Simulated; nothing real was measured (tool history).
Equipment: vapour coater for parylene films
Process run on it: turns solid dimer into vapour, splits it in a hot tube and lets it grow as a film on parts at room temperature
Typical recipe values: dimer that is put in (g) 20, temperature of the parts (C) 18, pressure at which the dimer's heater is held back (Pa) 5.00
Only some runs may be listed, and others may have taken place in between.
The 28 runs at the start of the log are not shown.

run   hour  dimer that is put in (g)  temperature of the parts (C)  pressure at which the dimer's heater is held back (Pa)  thickness of the film (µm)
 29  490.2                        19                            20                                                    2.00                        7.90
 30  510.0                        36                            23                                                    4.74                       12.07
 31  534.4                        20                            14                                                    6.37                        8.78
 32  553.9                        20                            14                                                    4.70                        9.04
 33  564.7                        20                            14                                                    4.70                        9.05
 34  582.9                        32                            18                                                    4.06                       12.57
 35  595.6                         8                            18                                                    4.06                        3.13
 36  619.3                        35                            18                                                    5.00                       13.34
 37  630.1                        35                            18                                                    5.00                       13.24
 38  644.8                        35                            18                                                    5.00                       13.31
 39  668.2                        14                            30                                                   10.89                        3.11
 40  687.8                        10                            27                                                    5.00                        2.73

Below are 4 alternative next runs, each starting from the tool's condition after run 40. Predict each:
  A  705.5                        20                            13                                                    5.00                           ?
  B  705.5                        13                            10                                                    3.88                           ?
  C  705.5                        23                            12                                                    5.95                           ?
  D  705.5                        10                            18                                                    7.36                           ?

run  thickness of the film (µm)
  A                        8.90
  B                        6.56
  C                       10.49
  D                        3.53
With the hidden condition removed and each run's random variation left untouched, the same runs would have given:
run  thickness of the film (µm)
  A                        9.50
  B                        7.01
  C                       11.19
  D                        3.76
